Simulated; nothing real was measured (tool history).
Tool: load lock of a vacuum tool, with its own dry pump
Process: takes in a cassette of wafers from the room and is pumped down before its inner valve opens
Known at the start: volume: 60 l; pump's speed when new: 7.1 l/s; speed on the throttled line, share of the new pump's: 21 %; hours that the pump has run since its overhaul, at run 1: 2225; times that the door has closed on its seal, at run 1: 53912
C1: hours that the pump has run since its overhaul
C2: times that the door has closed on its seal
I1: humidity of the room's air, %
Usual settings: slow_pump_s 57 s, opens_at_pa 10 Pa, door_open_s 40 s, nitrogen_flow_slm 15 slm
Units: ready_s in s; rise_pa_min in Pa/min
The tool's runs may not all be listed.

run 1 hour=0 | slow_pump_s=57 opens_at_pa=10 door_open_s=40 nitrogen_flow_slm=15 | C1=2225 C2=53912 | I1=45.5 | ready_s=125.6 rise_pa_min=0.305
run 2 hour=80.1 | slow_pump_s=57 opens_at_pa=10 door_open_s=40 nitrogen_flow_slm=15 | C1=2305 C2=54306 | I1=45 | ready_s=126.9 rise_pa_min=0.311
run 3 hour=148.5 | slow_pump_s=57 opens_at_pa=9 door_open_s=40 nitrogen_flow_slm=15 | C1=2373 C2=54642 | I1=43.2 | ready_s=126.7 rise_pa_min=0.309
run 4 hour=193.5 | slow_pump_s=57 opens_at_pa=9 door_open_s=44 nitrogen_flow_slm=15 | C1=2418 C2=54864 | I1=44.7 | ready_s=125.9 rise_pa_min=0.318
run 5 hour=270.9 | slow_pump_s=57 opens_at_pa=9 door_open_s=44 nitrogen_flow_slm=15 | C1=2496 C2=55245 | I1=43.7 | ready_s=125 rise_pa_min=0.328
run 6 hour=323.7 | slow_pump_s=57 opens_at_pa=9 door_open_s=129 nitrogen_flow_slm=15 | C1=2549 C2=55504 | I1=43.9 | ready_s=126.1 rise_pa_min=0.331
run 7 hour=379.1 | slow_pump_s=57 opens_at_pa=10 door_open_s=40 nitrogen_flow_slm=15 | C1=2604 C2=55777 | I1=44.9 | ready_s=124.4 rise_pa_min=0.332
run 8 hour=426.6 | slow_pump_s=57 opens_at_pa=10 door_open_s=40 nitrogen_flow_slm=15 | C1=2652 C2=56011 | I1=43 | ready_s=124.2 rise_pa_min=0.334
run 9 hour=532.7 | slow_pump_s=57 opens_at_pa=10 door_open_s=40 nitrogen_flow_slm=15 | C1=2758 C2=56533 | I1=39.4 | ready_s=125.4 rise_pa_min=0.336
run 10 hour=576.7 | slow_pump_s=57 opens_at_pa=10 door_open_s=40 nitrogen_flow_slm=43 | C1=2802 C2=56749 | I1=42.5 | ready_s=123.9 rise_pa_min=0.318
run 11 hour=643.3 | slow_pump_s=57 opens_at_pa=10 door_open_s=40 nitrogen_flow_slm=43 | C1=2868 C2=57077 | I1=45.8 | ready_s=124.5 rise_pa_min=0.33
run 12 hour=724.9 | slow_pump_s=57 opens_at_pa=10 door_open_s=40 nitrogen_flow_slm=43 | C1=2950 C2=57478 | I1=48 | ready_s=124 rise_pa_min=0.338
run 13 hour=827.9 | slow_pump_s=57 opens_at_pa=10 door_open_s=40 nitrogen_flow_slm=43 | C1=3053 C2=57985 | I1=44.4 | ready_s=124.3 rise_pa_min=0.345
run 14 hour=912.6 | slow_pump_s=57 opens_at_pa=10 door_open_s=40 nitrogen_flow_slm=15 | C1=3138 C2=58402 | I1=44.7 | ready_s=125.7 rise_pa_min=0.347
run 15 hour=973.6 | slow_pump_s=57 opens_at_pa=10 door_open_s=40 nitrogen_flow_slm=15 | C1=3199 C2=58702 | I1=44.7 | ready_s=124.8 rise_pa_min=0.358
run 16 hour=1074.1 | slow_pump_s=57 opens_at_pa=10 door_open_s=40 nitrogen_flow_slm=15 | C1=3299 C2=59197 | I1=46.4 | ready_s=127.7 rise_pa_min=0.356
run 17 hour=1159.9 | slow_pump_s=57 opens_at_pa=10 door_open_s=40 nitrogen_flow_slm=15 | C1=3385 C2=59619 | I1=41.5 | ready_s=126.2 rise_pa_min=0.361
run 18 hour=1220.6 | slow_pump_s=57 opens_at_pa=19 door_open_s=40 nitrogen_flow_slm=15 | C1=3446 C2=59918 | I1=44.2 | ready_s=119.1 rise_pa_min=0.358
run 19 hour=1309 | slow_pump_s=57 opens_at_pa=10 door_open_s=40 nitrogen_flow_slm=15 | C1=3534 C2=60353 | I1=42.9 | ready_s=126.1 rise_pa_min=0.371
run 20 hour=1370.5 | slow_pump_s=57 opens_at_pa=10 door_open_s=40 nitrogen_flow_slm=15 | C1=3595 C2=60655 | I1=46.8 | ready_s=126.1 rise_pa_min=0.378
run 21 hour=1445.1 | slow_pump_s=57 opens_at_pa=10 door_open_s=40 nitrogen_flow_slm=39 | C1=3670 C2=61022 | I1=40.6 | ready_s=126.4 rise_pa_min=0.369
run 22 hour=1552.5 | slow_pump_s=57 opens_at_pa=10 door_open_s=40 nitrogen_flow_slm=39 | C1=3777 C2=61551 | I1=43.4 | ready_s=126.5 rise_pa_min=0.372
run 23 hour=1651 | slow_pump_s=57 opens_at_pa=10 door_open_s=40 nitrogen_flow_slm=39 | C1=3876 C2=62035 | I1=44.5 | ready_s=125 rise_pa_min=0.38
run 24 hour=1697.8 | slow_pump_s=57 opens_at_pa=10 door_open_s=40 nitrogen_flow_slm=39 | C1=3923 C2=62266 | I1=46 | ready_s=125.8 rise_pa_min=0.387
run 25 hour=1785.7 | slow_pump_s=57 opens_at_pa=10 door_open_s=40 nitrogen_flow_slm=34 | C1=4011 C2=62698 | I1=44.7 | ready_s=125.4 rise_pa_min=0.391
run 26 hour=1882.1 | slow_pump_s=57 opens_at_pa=10 door_open_s=92 nitrogen_flow_slm=34 | C1=4107 C2=63172 | I1=47.7 | ready_s=126.2 rise_pa_min=0.392
run 27 hour=1949 | slow_pump_s=32 opens_at_pa=10 door_open_s=42 nitrogen_flow_slm=34 | C1=4174 C2=63502 | I1=43.1 | ready_s=107.6 rise_pa_min=0.398
run 28 hour=2054.1 | slow_pump_s=32 opens_at_pa=10 door_open_s=42 nitrogen_flow_slm=34 | C1=4279 C2=64019 | I1=44.4 | ready_s=107 rise_pa_min=0.402
run 29 hour=2123.5 | slow_pump_s=55 opens_at_pa=10 door_open_s=40 nitrogen_flow_slm=15 | C1=4348 C2=64360 | I1=47.2 | ready_s=122.9 rise_pa_min=0.408
run 30 hour=2202.1 | slow_pump_s=55 opens_at_pa=10 door_open_s=163 nitrogen_flow_slm=7 | C1=4427 C2=64747 | I1=45.2 | ready_s=124.6 rise_pa_min=0.431
run 31 hour=2264.5 | slow_pump_s=57 opens_at_pa=10 door_open_s=63 nitrogen_flow_slm=38 | C1=4489 C2=65054 | I1=44.2 | ready_s=125.8 rise_pa_min=0.41
run 32 hour=2341.8 | slow_pump_s=57 opens_at_pa=15 door_open_s=40 nitrogen_flow_slm=15 | C1=4567 C2=65434 | I1=46.2 | ready_s=123.3 rise_pa_min=0.415
run 33 hour=2412 | slow_pump_s=57 opens_at_pa=15 door_open_s=40 nitrogen_flow_slm=15 | C1=4637 C2=65780 | I1=47.1 | ready_s=122.1 rise_pa_min=0.424
run 34 hour=2460 | slow_pump_s=57 opens_at_pa=10 door_open_s=86 nitrogen_flow_slm=8 | C1=4685 C2=66016 | I1=48.6 | ready_s=126.1 rise_pa_min=0.426
run 35 hour=2560.9 | slow_pump_s=110 opens_at_pa=18 door_open_s=138 nitrogen_flow_slm=29 | C1=4786 C2=66512 | I1=41.7 | ready_s=162.4 rise_pa_min=0.436
run 36 hour=2621.4 | slow_pump_s=110 opens_at_pa=18 door_open_s=138 nitrogen_flow_slm=29 | C1=4846 C2=66810 | I1=48.6 | ready_s=162.4 rise_pa_min=0.437
run 37 hour=2674.9 | slow_pump_s=110 opens_at_pa=15 door_open_s=98 nitrogen_flow_slm=29 | C1=4900 C2=67073 | I1=43 | ready_s=163.9 rise_pa_min=0.432
run 38 hour=2730.1 | slow_pump_s=110 opens_at_pa=15 door_open_s=98 nitrogen_flow_slm=29 | C1=4955 C2=67345 | I1=43.5 | ready_s=166.4 rise_pa_min=0.433

Hidden state or all else? Some run-to-run changes of ready_s, split into what the settings, what came in and random variation would give without the hidden state, and what is left for the hidden state (with any gauge scatter that isn't in both results):
The hidden state here: pump's speed, % of a new pump's; leak at the door's seal, Pa l/s; drift of the gauge itself on ready_s, %; drift of the gauge itself on rise_pa_min, %.
Run 18 -> 19: opens_at_pa 19 -> 10. ready_s +7 s: hidden state +0.4, all else +6.6.
Run 26 -> 27: slow_pump_s 57 -> 32, door_open_s 92 -> 42. ready_s -18.6 s: hidden state +0, all else -18.6.
Run 28 -> 29: slow_pump_s 32 -> 55, door_open_s 42 -> 40, nitrogen_flow_slm 34 -> 15. ready_s +15.9 s: hidden state -0.1, all else +16.
Run 30 -> 31: slow_pump_s 55 -> 57, door_open_s 163 -> 63, nitrogen_flow_slm 7 -> 38. ready_s +1.2 s: hidden state +0.3, all else +0.9.
Run 34 -> 35: slow_pump_s 57 -> 110, opens_at_pa 10 -> 18, door_open_s 86 -> 138, nitrogen_flow_slm 8 -> 29. ready_s +36.3 s: hidden state -0.7, all else +37.

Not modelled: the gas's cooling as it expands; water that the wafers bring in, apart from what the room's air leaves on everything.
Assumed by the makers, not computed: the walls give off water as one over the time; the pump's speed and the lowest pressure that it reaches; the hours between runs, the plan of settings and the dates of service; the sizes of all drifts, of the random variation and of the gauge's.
